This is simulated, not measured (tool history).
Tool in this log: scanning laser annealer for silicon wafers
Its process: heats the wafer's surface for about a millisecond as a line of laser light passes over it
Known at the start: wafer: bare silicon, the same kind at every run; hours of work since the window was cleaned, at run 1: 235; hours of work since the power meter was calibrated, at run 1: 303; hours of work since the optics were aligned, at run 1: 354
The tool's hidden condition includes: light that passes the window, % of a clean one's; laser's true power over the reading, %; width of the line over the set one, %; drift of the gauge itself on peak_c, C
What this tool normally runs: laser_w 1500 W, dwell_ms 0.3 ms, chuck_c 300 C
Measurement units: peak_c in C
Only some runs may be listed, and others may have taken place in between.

run	hour	laser_w	dwell_ms	chuck_c	hours of work since the window was cleaned	hours of work since the power meter was calibrated	hours of work since the optics were aligned	peak_c
1	0	1500	0.3	300	235	303	354	1059
2	14.9	1500	0.3	300	244	312	363	1059
3	44.2	1500	0.221	300	262	330	380	961
4	64	1500	0.233	300	274	342	392	976
5	86.1	1500	0.233	300	287	355	406	972
# hour 92.6: optics aligned, line set to its width
6	109.3	1500	0.302	300	298	366	10	1056
7	129.6	1461	0.26	269	311	378	22	954
8	160.3	1565	0.3	300	329	397	41	1089
9	185.5	1581	0.265	295	345	412	56	1048
# hour 203.6: optics aligned, line set to its width, once more
10	206.1	1576	0.248	294	354	422	2	1025
11	219.6	1576	0.248	294	362	430	10	1024

Forecast each of these 5 alternatives for the next run:
A	248.2	1576	0.246	322	379	447	27	?
B	248.2	1501	0.3	300	379	447	27	?
C	248.2	1625	0.3	288	379	447	27	?
D	248.2	1317	0.248	323	379	447	27	?
E	248.2	1432	0.3	280	379	447	27	?

run	peak_c
A	1052
B	1051
C	1113
D	918
E	993
With the hidden condition removed and each run's random variation left untouched, the same runs would have given:
run	peak_c
A	1076
B	1076
C	1140
D	937
E	1016
